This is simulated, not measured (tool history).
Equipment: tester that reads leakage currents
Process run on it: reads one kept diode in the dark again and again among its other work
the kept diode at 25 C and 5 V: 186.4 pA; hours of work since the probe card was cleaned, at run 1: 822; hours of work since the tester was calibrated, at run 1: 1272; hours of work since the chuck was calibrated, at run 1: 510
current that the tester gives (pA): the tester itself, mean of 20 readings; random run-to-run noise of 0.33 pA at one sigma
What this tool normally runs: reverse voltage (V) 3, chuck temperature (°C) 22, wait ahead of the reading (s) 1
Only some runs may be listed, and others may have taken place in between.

run,hour,reverse voltage (V),chuck temperature (°C),wait ahead of the reading (s),hours of work since the probe card was cleaned,hours of work since the tester was calibrated,hours of work since the chuck was calibrated,current that the tester gives (pA)
1,0,3,22,1,822,1272,510,110.45
2,181.6,3,22,1,896,1346,584,109.78
3,408.5,3,22,1,988,1439,677,109.12
4,527.4,3,22,1,1037,1487,725,109.11
5,723.8,3,22,1,1117,1567,805,109.12
6,838.3,3,22,1,1163,1614,852,108.84
7,1029.7,3,28,1,1241,1692,930,181.36
8,1130.6,3,24,1,1282,1733,971,128.28
9,1324.5,3,24,1,1361,1812,1050,129.09
10,1490.5,1.93,22,1,1429,1879,1117,85.13
11,1731.8,1.93,22,1,1527,1978,1216,84.85
12,1919.7,3,41,1,1604,2054,1292,509.67
13,2107.9,3,56,1,1680,2131,1369,1580.62
# hour 2332.6: probe card cleaned and baked
14,2332.6,3,56,1,0,2221,1459,1567.11
15,2536.1,3,56,1,83,2304,1542,1555.55
16,2655.3,3,46,1,131,2352,1590,739.7
17,2865.2,3,46,1,217,2438,1676,739.64
18,3056.7,3,46,1,295,2516,1754,739.77
19,3180.2,3,22,1,345,2566,1804,101.59
20,3344.1,3,22,1,412,2633,1871,101.69
# hour 3485.6: chuck's temperature calibrated
21,3566.7,2.22,31,4.27,502,2723,33,201.51
22,3668.2,2.72,22,2.82,543,2764,74,103.39
23,3824.9,1.62,29,9.24,607,2828,138,142.88
24,3988.7,1.62,29,9.24,674,2895,205,142.12
25,4181.6,4.02,29,5.39,752,2973,283,234.15
26,4379.9,4.02,29,5.39,833,3054,364,232.97
27,4545.3,2.89,43,9.88,900,3121,432,600.17
# hour 4664.2: tester calibrated
28,4777.3,1.77,28,3.51,994,46,525,137.57
29,4985.3,12.82,57,4.19,1079,131,610,3815.97
30,5206.8,12.82,57,4.19,1169,221,700,3798.2
31,5358.1,12.82,57,4.19,1231,283,762,3791.94
32,5585.5,12.82,22,4.19,1323,375,854,248.92
33,5776,12.82,22,4.19,1401,453,932,247.99
34,5923.3,7,36,0.54,1461,513,992,556.09
35,6073.9,4.16,36,0.54,1522,574,1053,419.01
36,6190.7,16.43,36,1.02,1570,622,1101,886.04
37,6350.2,17.25,20,5.09,1635,687,1166,250.54
38,6495.2,5.54,54,5.09,1694,746,1225,1911.38
39,6628.2,5.54,54,5.09,1748,800,1279,1902.43
# hour 6697.2: probe card cleaned and baked
40,6749.2,5.54,54,5.09,21,848,1327,1896.76

Branching from run 40: 3 alternative next runs. What would each branch give?
A,6873.6,7.01,22,1,72,899,1378,?
B,6873.6,4.78,57,2.34,72,899,1378,?
C,6873.6,1,51,1,72,899,1378,?

run,current that the tester gives (pA)
A,162.27
B,2172.45
C,606.72
Had the tool no hidden state, the same runs would have come out as:
run,current that the tester gives (pA)
A,172.34
B,2289.99
C,640.69
